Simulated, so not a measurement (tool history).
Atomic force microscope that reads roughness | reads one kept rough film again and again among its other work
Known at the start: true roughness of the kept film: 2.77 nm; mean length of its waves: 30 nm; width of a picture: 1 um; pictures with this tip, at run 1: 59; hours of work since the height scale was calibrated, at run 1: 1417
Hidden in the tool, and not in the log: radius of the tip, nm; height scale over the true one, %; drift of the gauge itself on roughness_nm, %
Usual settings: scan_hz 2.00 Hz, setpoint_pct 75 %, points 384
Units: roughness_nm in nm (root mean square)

run	day	scan_hz	setpoint_pct	points	pictures with this tip	hours of work since the height scale was calibrated	roughness_nm
1	0.000	2.00	75	384	59	1417	2.173
2	1.583	2.00	75	384	124	1437	2.037
3	3.696	2.00	75	384	211	1463	1.892
# day 4.708: new tip fitted
4	4.996	2.00	75	384	12	1479	2.260
5	7.129	2.00	75	384	100	1506	2.079
6	8.946	2.00	75	384	174	1529	1.934
7	10.608	2.00	75	432	243	1550	1.845
# day 10.883: new tip fitted
# day 11.433: height scale calibrated on a step standard
8	12.225	2.00	75	432	54	10	2.217
9	14.812	2.00	75	432	160	43	2.027
10	16.367	2.00	73	384	224	62	1.926
# day 17.079: new tip fitted
11	19.104	2.00	75	384	84	96	2.162
12	20.629	2.00	75	384	146	115	2.037
13	21.996	2.00	75	384	203	133	1.927
# day 23.142: new tip fitted
14	24.242	2.00	75	384	45	161	2.227
15	26.212	2.00	75	465	126	185	2.096
16	27.762	2.00	75	347	190	205	1.955
# day 29.367: new tip fitted
17	29.529	2.00	75	347	7	227	2.309
18	31.625	2.00	60	384	93	253	2.227
19	33.542	2.00	75	384	172	277	1.967
20	34.696	2.00	75	293	219	292	1.870
# day 35.479: new tip fitted
21	36.604	1.79	57	511	46	316	2.342
22	39.362	1.54	66	633	159	350	2.089
23	41.250	1.26	60	986	237	374	2.012
# day 41.671: new tip fitted
24	42.758	0.70	65	303	44	393	2.329
25	44.671	0.70	65	303	123	417	2.171
26	46.104	0.70	65	303	182	435	2.073
# day 47.942: new tip fitted
27	47.942	0.58	63	384	0	458	2.486
28	50.608	0.58	63	384	109	491	2.233
29	52.196	1.90	75	384	175	511	1.973
30	53.654	0.90	60	808	235	530	2.013
# day 54.046: new tip fitted
31	56.046	0.90	60	808	82	560	2.287
32	57.404	0.90	60	808	138	577	2.179
33	59.038	2.00	64	384	205	597	1.989
# day 60.217: new tip fitted
34	61.675	2.00	76	732	60	630	2.184
35	64.158	1.49	76	732	162	661	2.014
36	65.925	1.49	76	732	235	684	1.901
# day 66.296: new tip fitted
37	68.650	1.80	83	290	97	718	2.072
38	70.500	2.00	85	666	173	741	1.911
# day 72.383: new tip fitted
39	73.012	2.00	58	297	26	772	2.371

5 ways to go on from here, each from the tool as it stands after run 39. What would each give?
A	74.417	1.37	89	905	83	790	?
B	74.417	2.00	75	705	83	790	?
C	74.417	1.80	72	413	83	790	?
D	74.417	2.00	84	512	83	790	?
E	74.417	1.85	75	629	83	790	?

run	roughness_nm
A	2.103
B	2.174
C	2.181
D	2.063
E	2.167
Without the tool's hidden state the same runs would have given:
run	roughness_nm
A	2.299
B	2.377
C	2.386
D	2.256
E	2.369

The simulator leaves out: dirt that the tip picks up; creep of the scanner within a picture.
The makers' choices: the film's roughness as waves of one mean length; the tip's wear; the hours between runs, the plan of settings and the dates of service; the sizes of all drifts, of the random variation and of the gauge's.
